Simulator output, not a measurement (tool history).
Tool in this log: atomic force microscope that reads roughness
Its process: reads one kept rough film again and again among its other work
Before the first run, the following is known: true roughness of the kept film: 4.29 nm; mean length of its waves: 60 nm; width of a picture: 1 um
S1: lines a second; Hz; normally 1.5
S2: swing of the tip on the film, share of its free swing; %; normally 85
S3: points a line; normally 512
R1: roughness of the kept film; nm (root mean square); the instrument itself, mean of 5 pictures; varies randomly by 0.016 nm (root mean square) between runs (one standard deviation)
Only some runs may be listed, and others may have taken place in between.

run     day    S1  S2   S3     R1
  1       0   1.5  85  512  3.745
  2     3.1   1.5  85  495  3.758
  3   6.317   1.5  85  495  3.728
  4   8.604   1.5  85  495  3.746
      9.738  -- new tip fitted
  5  10.825   1.5  85  954  3.745
  6  13.321   1.5  85  954  3.744
  7  15.321   1.5  85  512  3.729
  8  18.608   1.5  85  512  3.733
      19.55  -- new tip fitted
  9  20.533   1.5  85  512  3.758
 10  23.354   1.5  85  512   3.75
 11  24.821   1.5  85  512  3.721
 12  26.746   1.5  85  512  3.751
     29.188  -- new tip fitted
 13  29.925   1.5  85  415  3.737
 14  33.483   1.5  85  415  3.752
 15  36.458   1.5  85  415   3.72
     38.829  -- new tip fitted
 16  40.004   1.5  85  415  3.766
 17  43.258   1.5  85  415  3.717
 18  46.196   1.5  85  415  3.733
 19  48.192   1.5  85  512  3.741
     48.525  -- new tip fitted
 20  50.038   1.5  85  512  3.735
 21  51.854   1.5  85  512  3.748
 22  54.154   1.5  65  512  4.011
 23  55.817  1.86  65  512  3.962
 24  57.275  1.86  65  512  3.945
     58.183  -- new tip fitted
 25  59.342   1.5  85  512  3.758
 26  61.904   1.5  85  512  3.732
 27  64.733   1.5  55  273  4.038
 28  66.504   1.5  88  512  3.668
     67.996  -- new tip fitted
 29  69.071   1.5  59  512  4.043

Estimate the outcome of run 30 from the log above:
 30  71.092  1.5  85  512   ?

For run 30 the tool returned R1 3.787 nm (root mean square).
The same run, on a tool lacking any hidden state, would have yielded R1 3.793 nm (root mean square).
